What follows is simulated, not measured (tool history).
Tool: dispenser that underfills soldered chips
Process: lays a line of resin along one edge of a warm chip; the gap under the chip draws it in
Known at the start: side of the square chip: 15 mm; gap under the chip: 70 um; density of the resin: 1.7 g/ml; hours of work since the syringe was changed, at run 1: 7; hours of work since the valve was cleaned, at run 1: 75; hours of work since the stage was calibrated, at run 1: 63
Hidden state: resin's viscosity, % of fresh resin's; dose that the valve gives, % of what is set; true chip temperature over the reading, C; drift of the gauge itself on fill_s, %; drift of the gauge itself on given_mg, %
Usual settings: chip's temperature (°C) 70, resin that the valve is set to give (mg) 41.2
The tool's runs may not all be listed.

run   hour  chip's temperature (°C)  resin that the valve is set to give (mg)  hours of work since the syringe was changed  hours of work since the valve was cleaned  hours of work since the stage was calibrated  time until the resin shows at the far edge (s)  resin that the valve gave (mg)
  1    0.0                       70                                      41.2                                            7                                         75                                            63                                           262.6                           39.66
       1.7  -- new syringe of resin
  2   12.0                       70                                      41.2                                            7                                         84                                            71                                           260.5                           39.75
      13.2  -- new syringe of resin
      24.7  -- new syringe of resin
  3   26.8                       70                                      41.2                                            2                                         94                                            81                                           176.1                           39.43
      35.5  -- new syringe of resin
  4   35.5                       70                                      41.2                                            0                                        100                                            87                                           157.8                           39.30
  5   41.7                       70                                      41.2                                            4                                        104                                            92                                           213.2                           39.20
      47.0  -- new syringe of resin
  6   48.4                       70                                      41.2                                            1                                        109                                            96                                           170.5                           39.19
      58.0  -- new syringe of resin
  7   58.0                       70                                      49.4                                            0                                        115                                           103                                           152.3                           46.80
      60.7  -- dispensing valve cleaned and set on the balance
      70.5  -- new syringe of resin
  8   73.2                       78                                      49.4                                            2                                          9                                           113                                           124.5                           49.19
      81.8  -- new syringe of resin
  9   82.2                       70                                      44.7                                            0                                         15                                           119                                           159.4                           44.22
      93.7  -- new syringe of resin
 10   93.7                       70                                      44.7                                            0                                         23                                           127                                           151.1                           44.21
     104.7  -- new syringe of resin
 11  104.7                       70                                      41.2                                            0                                         30                                           134                                           159.2                           40.70
 12  111.5                       70                                      41.2                                            5                                         35                                           139                                           216.8                           40.46
     116.4  -- new syringe of resin
 13  123.3                       70                                      41.2                                            5                                         43                                           147                                           213.1                           40.15
     128.2  -- new syringe of resin
 14  137.8                       70                                      41.2                                            7                                         53                                           157                                           240.3                           40.08
     139.1  -- new syringe of resin
 15  149.3                       70                                      45.5                                            7                                         61                                           165                                           252.6                           44.12
     150.9  -- new syringe of resin
 16  156.0                       70                                      45.5                                            4                                         66                                           170                                           193.8                           44.08
     162.2  -- new syringe of resin
 17  171.3                       70                                      45.5                                            6                                         77                                           181                                           239.9                           43.61
     174.1  -- new syringe of resin
     185.8  -- new syringe of resin
 18  186.3                       72                                      45.5                                            0                                         87                                           191                                           142.3                           43.52
 19  194.5                       64                                      36.5                                            6                                         93                                           197                                           315.2                           34.68
     196.9  -- new syringe of resin
 20  205.6                       64                                      36.5                                            6                                        100                                           204                                           312.9                           34.57
     208.1  -- new syringe of resin
 21  217.3                       64                                      36.5                                            7                                        108                                           212                                           324.8                           34.75
     219.7  -- new syringe of resin
 22  228.6                       64                                      36.5                                            6                                        116                                           220                                           319.6                           34.51
     230.5  -- dispensing valve cleaned and set on the balance
     231.7  -- new syringe of resin
 23  236.7                       68                                      52.0                                            4                                          4                                           225                                           211.3                           51.50
     242.5  -- new syringe of resin
 24  248.3                       84                                      47.2                                            4                                         12                                           233                                           110.1                           46.91
     254.5  -- new syringe of resin
 25  262.3                       67                                      47.2                                            6                                         22                                           243                                           241.4                           46.50
     266.1  -- new syringe of resin
 26  275.5                       78                                      46.8                                            7                                         31                                           252                                           165.6                           45.91
     277.4  -- new syringe of resin
 27  282.1                       78                                      46.8                                            3                                         36                                           256                                           131.2                           45.95
     289.5  -- new syringe of resin
 28  293.6                       78                                      46.8                                            3                                         44                                           264                                           127.8                           45.56
     300.4  -- new syringe of resin
 29  306.0                       58                                      43.6                                            4                                         52                                           273                                           338.6                           42.52
     312.2  -- new syringe of resin
 30  313.3                       58                                      43.6                                            1                                         57                                           278                                           269.8                           42.31
 31  319.6                       62                                      42.0                                            5                                         62                                           282                                           305.7                           40.63
     323.1  -- new syringe of resin
 32  326.1                       62                                      42.0                                            2                                         66                                           287                                           253.5                           40.71
     334.3  -- new syringe of resin
 33  340.0                       70                                      44.0                                            4                                         76                                           297                                           198.0                           42.29
     345.5  -- new syringe of resin
 34  351.1                       78                                      51.5                                            4                                         83                                           304                                           132.0                           49.32
     357.2  -- new syringe of resin
 35  362.6                       84                                      48.5                                            4                                         91                                           312                                           106.3                           46.36

Forecast each of these 3 alternatives for the next run:
     368.0  -- new syringe of resin
  A  374.1                       84                                      36.8                                            4                                         99                                           320                                               ?                               ?
     368.0  -- new syringe of resin
  B  374.1                       80                                      43.1                                            4                                         99                                           320                                               ?                               ?
     368.0  -- new syringe of resin
  C  374.1                       74                                      48.5                                            4                                         99                                           320                                               ?                               ?

run  time until the resin shows at the far edge (s)  resin that the valve gave (mg)
  A                                           113.5                           34.93
  B                                           127.2                           40.94
  C                                           167.6                           46.01
Without the tool's hidden state the same runs would have given:
run  time until the resin shows at the far edge (s)  resin that the valve gave (mg)
  A                                            93.4                           36.68
  B                                           105.6                           42.98
  C                                           140.1                           48.31
